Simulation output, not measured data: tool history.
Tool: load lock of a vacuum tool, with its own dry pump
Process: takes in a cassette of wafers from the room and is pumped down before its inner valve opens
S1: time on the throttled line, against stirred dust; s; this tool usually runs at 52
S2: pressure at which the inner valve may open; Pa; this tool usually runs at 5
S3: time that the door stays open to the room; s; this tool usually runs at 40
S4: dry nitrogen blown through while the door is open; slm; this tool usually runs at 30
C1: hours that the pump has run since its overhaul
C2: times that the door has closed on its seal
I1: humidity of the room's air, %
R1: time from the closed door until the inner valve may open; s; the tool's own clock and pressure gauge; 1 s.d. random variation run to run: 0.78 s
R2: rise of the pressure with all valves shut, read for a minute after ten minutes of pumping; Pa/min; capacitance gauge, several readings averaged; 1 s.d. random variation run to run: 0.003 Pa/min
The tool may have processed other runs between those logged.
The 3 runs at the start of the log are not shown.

{"run": 4, "day": 13.729, "S1": 52, "S2": 5, "S3": 40, "S4": 30, "C1": 3673, "C2": 2322, "I1": 44.2, "R1": 118.5, "R2": 0.034}
{"run": 5, "day": 18.15, "S1": 52, "S2": 5, "S3": 40, "S4": 30, "C1": 3779, "C2": 2462, "I1": 45.2, "R1": 119.4, "R2": 0.029}
{"run": 6, "day": 23.95, "S1": 52, "S2": 5, "S3": 40, "S4": 30, "C1": 3919, "C2": 2645, "I1": 43.5, "R1": 119.7, "R2": 0.031}
{"run": 7, "day": 27.183, "S1": 52, "S2": 5, "S3": 40, "S4": 30, "C1": 3996, "C2": 2747, "I1": 42.4, "R1": 119.3, "R2": 0.032}
{"run": 8, "day": 31.467, "S1": 52, "S2": 9, "S3": 40, "S4": 30, "C1": 4099, "C2": 2882, "I1": 43.9, "R1": 114.2, "R2": 0.024}
{"run": 9, "day": 35.154, "S1": 52, "S2": 8, "S3": 40, "S4": 30, "C1": 4188, "C2": 2998, "I1": 41.7, "R1": 115.6, "R2": 0.021}
{"run": 10, "day": 39.975, "S1": 52, "S2": 8, "S3": 40, "S4": 30, "C1": 4303, "C2": 3150, "I1": 44.7, "R1": 114.0, "R2": 0.034}
{"run": 11, "day": 42.538, "S1": 52, "S2": 5, "S3": 40, "S4": 30, "C1": 4365, "C2": 3231, "I1": 48.0, "R1": 119.2, "R2": 0.025}
{"run": 12, "day": 46.838, "S1": 52, "S2": 5, "S3": 40, "S4": 30, "C1": 4468, "C2": 3367, "I1": 45.8, "R1": 119.3, "R2": 0.033}
{"run": 13, "day": 49.4, "S1": 52, "S2": 5, "S3": 40, "S4": 30, "C1": 4529, "C2": 3448, "I1": 45.4, "R1": 119.1, "R2": 0.028}
{"run": 14, "day": 54.829, "S1": 52, "S2": 5, "S3": 40, "S4": 30, "C1": 4660, "C2": 3619, "I1": 48.4, "R1": 118.7, "R2": 0.028}
{"run": 15, "day": 57.55, "S1": 52, "S2": 5, "S3": 40, "S4": 30, "C1": 4725, "C2": 3705, "I1": 43.0, "R1": 118.8, "R2": 0.026}
{"run": 16, "day": 62.067, "S1": 52, "S2": 5, "S3": 40, "S4": 15, "C1": 4833, "C2": 3847, "I1": 42.0, "R1": 119.1, "R2": 0.041}
{"run": 17, "day": 66.683, "S1": 52, "S2": 6, "S3": 40, "S4": 30, "C1": 4944, "C2": 3993, "I1": 45.7, "R1": 117.6, "R2": 0.032}
{"run": 18, "day": 69.212, "S1": 52, "S2": 6, "S3": 40, "S4": 30, "C1": 5005, "C2": 4073, "I1": 44.5, "R1": 118.6, "R2": 0.035}
{"run": 19, "day": 71.717, "S1": 52, "S2": 5, "S3": 40, "S4": 18, "C1": 5065, "C2": 4152, "I1": 45.6, "R1": 119.8, "R2": 0.037}
{"run": 20, "day": 74.142, "S1": 103, "S2": 6, "S3": 223, "S4": 16, "C1": 5123, "C2": 4228, "I1": 43.9, "R1": 155.6, "R2": 0.073}
{"run": 21, "day": 77.083, "S1": 103, "S2": 6, "S3": 223, "S4": 16, "C1": 5194, "C2": 4321, "I1": 46.2, "R1": 155.1, "R2": 0.088}
{"run": 22, "day": 82.896, "S1": 52, "S2": 4, "S3": 66, "S4": 25, "C1": 5333, "C2": 4505, "I1": 42.3, "R1": 121.5, "R2": 0.04}
{"run": 23, "day": 85.975, "S1": 52, "S2": 5, "S3": 69, "S4": 30, "C1": 5407, "C2": 4602, "I1": 51.2, "R1": 118.3, "R2": 0.041}

What does the tool deliver on the next run?
{"run": 24, "day": 89.717, "S1": 37, "S2": 4, "S3": 87, "S4": 30, "C1": 5497, "C2": 4720, "I1": 44.3, "R1": "?", "R2": "?"}

For run 24 the tool returned R1 111.0 s, R2 0.044 Pa/min.
With no hidden state in the tool, this same run would have given R1 111.0 s, R2 0.044 Pa/min.

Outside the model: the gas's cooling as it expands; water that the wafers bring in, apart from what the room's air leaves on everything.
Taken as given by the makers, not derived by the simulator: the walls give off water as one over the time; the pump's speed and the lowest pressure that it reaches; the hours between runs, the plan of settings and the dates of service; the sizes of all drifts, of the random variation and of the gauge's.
